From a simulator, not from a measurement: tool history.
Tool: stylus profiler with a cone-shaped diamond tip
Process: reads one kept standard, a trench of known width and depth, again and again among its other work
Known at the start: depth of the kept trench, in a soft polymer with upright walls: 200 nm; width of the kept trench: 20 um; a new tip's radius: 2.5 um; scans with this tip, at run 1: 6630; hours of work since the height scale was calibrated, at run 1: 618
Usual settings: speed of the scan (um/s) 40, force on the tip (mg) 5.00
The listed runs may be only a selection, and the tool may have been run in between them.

| run | hour | speed of the scan (um/s) | force on the tip (mg) | scans with this tip | hours of work since the height scale was calibrated | depth of the trench (nm) | width of the trench's floor (nm) |
|---|---|---|---|---|---|---|---|
| 1 | 0.0 | 40 | 5.00 | 6630 | 618 | 203.70 | 17590 |
| 2 | 40.6 | 40 | 5.00 | 6969 | 650 | 203.67 | 17630 |
| 3 | 82.1 | 40 | 5.00 | 7317 | 682 | 203.74 | 17620 |
| 4 | 128.4 | 40 | 5.00 | 7704 | 718 | 203.90 | 17600 |
| 5 | 193.5 | 40 | 5.00 | 8249 | 769 | 203.92 | 17570 |
| 6 | 246.7 | 40 | 5.00 | 8694 | 810 | 203.94 | 17630 |
| 7 | 305.4 | 40 | 5.00 | 9185 | 856 | 203.96 | 17550 |
| 8 | 371.2 | 40 | 5.00 | 9736 | 908 | 203.97 | 17520 |
| 9 | 427.5 | 40 | 5.00 | 10207 | 951 | 203.94 | 17540 |
| 10 | 463.3 | 40 | 5.00 | 10507 | 979 | 203.99 | 17560 |
| 11 | 491.6 | 40 | 5.00 | 10744 | 1002 | 204.03 | 17540 |
| 12 | 521.0 | 11 | 5.00 | 10990 | 1024 | 204.15 | 17580 |
| 13 | 587.1 | 11 | 5.00 | 11542 | 1076 | 204.06 | 17540 |
| 14 | 625.6 | 11 | 5.00 | 11865 | 1106 | 204.01 | 17490 |
| 15 | 672.9 | 11 | 5.00 | 12261 | 1143 | 204.20 | 17490 |
|  | 679.2 | height scale calibrated on a step standard |
| 16 | 709.3 | 40 | 5.00 | 12561 | 23 | 204.67 | 17490 |
| 17 | 777.8 | 40 | 4.28 | 13134 | 77 | 204.35 | 17410 |
| 18 | 825.1 | 40 | 5.00 | 13530 | 114 | 204.91 | 17410 |
| 19 | 873.0 | 40 | 5.00 | 13931 | 151 | 204.66 | 17380 |
| 20 | 930.9 | 40 | 5.00 | 14415 | 196 | 204.84 | 17390 |
| 21 | 982.8 | 31 | 5.00 | 14850 | 237 | 204.92 | 17400 |
| 22 | 1016.3 | 31 | 5.00 | 15130 | 263 | 204.94 | 17380 |
| 23 | 1056.2 | 31 | 5.00 | 15464 | 294 | 204.81 | 17400 |
|  | 1060.4 | height scale calibrated on a step standard, once more |
| 24 | 1123.3 | 34 | 3.82 | 16021 | 49 | 202.61 | 17310 |
| 25 | 1189.2 | 55 | 8.91 | 16573 | 100 | 204.71 | 17300 |
| 26 | 1218.4 | 16 | 1.80 | 16817 | 123 | 201.72 | 17360 |
| 27 | 1273.0 | 20 | 3.17 | 17274 | 166 | 202.28 | 17320 |
| 28 | 1302.5 | 18 | 2.56 | 17521 | 189 | 202.08 | 17250 |
| 29 | 1365.1 | 53 | 7.54 | 18045 | 238 | 204.30 | 17250 |
| 30 | 1424.5 | 32 | 2.04 | 18541 | 284 | 201.79 | 17210 |
| 31 | 1475.2 | 32 | 2.04 | 18966 | 324 | 201.71 | 17210 |
| 32 | 1524.1 | 55 | 2.60 | 19375 | 362 | 202.35 | 17200 |
| 33 | 1559.1 | 11 | 2.26 | 19668 | 389 | 201.96 | 17280 |
| 34 | 1605.3 | 11 | 1.83 | 20054 | 425 | 201.98 | 17280 |
| 35 | 1641.4 | 11 | 1.83 | 20356 | 453 | 201.75 | 17250 |
| 36 | 1677.1 | 60 | 10.41 | 20655 | 481 | 205.60 | 17180 |
| 37 | 1747.1 | 12 | 1.91 | 21241 | 536 | 202.14 | 17200 |
| 38 | 1808.8 | 12 | 1.91 | 21758 | 584 | 202.27 | 17170 |
| 39 | 1837.8 | 54 | 2.08 | 22000 | 606 | 202.35 | 17070 |
| 40 | 1883.0 | 46 | 2.38 | 22378 | 642 | 202.46 | 17080 |
| 41 | 1937.6 | 46 | 2.38 | 22835 | 684 | 202.40 | 17110 |
| 42 | 1981.2 | 46 | 2.38 | 23200 | 718 | 202.51 | 17040 |

For each entry between runs, how does the tool's hidden state at the last listed run before it compare with that at the first listed run after it?
In the gap between runs 15 and 16: height scale calibrated on a step standard (hour 679.2)
  radius of the tip, um: 3.92 -> 3.95; height scale over the true one, %: 0.511 -> 0.777
  measured value less the no-hidden-state value, depth of the trench (nm): +1.04 -> +1.58; width of the trench's floor (nm): -510 -> -520
In the gap between runs 23 and 24: height scale calibrated on a step standard, once more (hour 1060.4)
  radius of the tip, um: 4.27 -> 4.33; height scale over the true one, %: 0.894 -> 0.002
  measured value less the no-hidden-state value, depth of the trench (nm): +1.81 -> +0.01; width of the trench's floor (nm): -620 -> -640
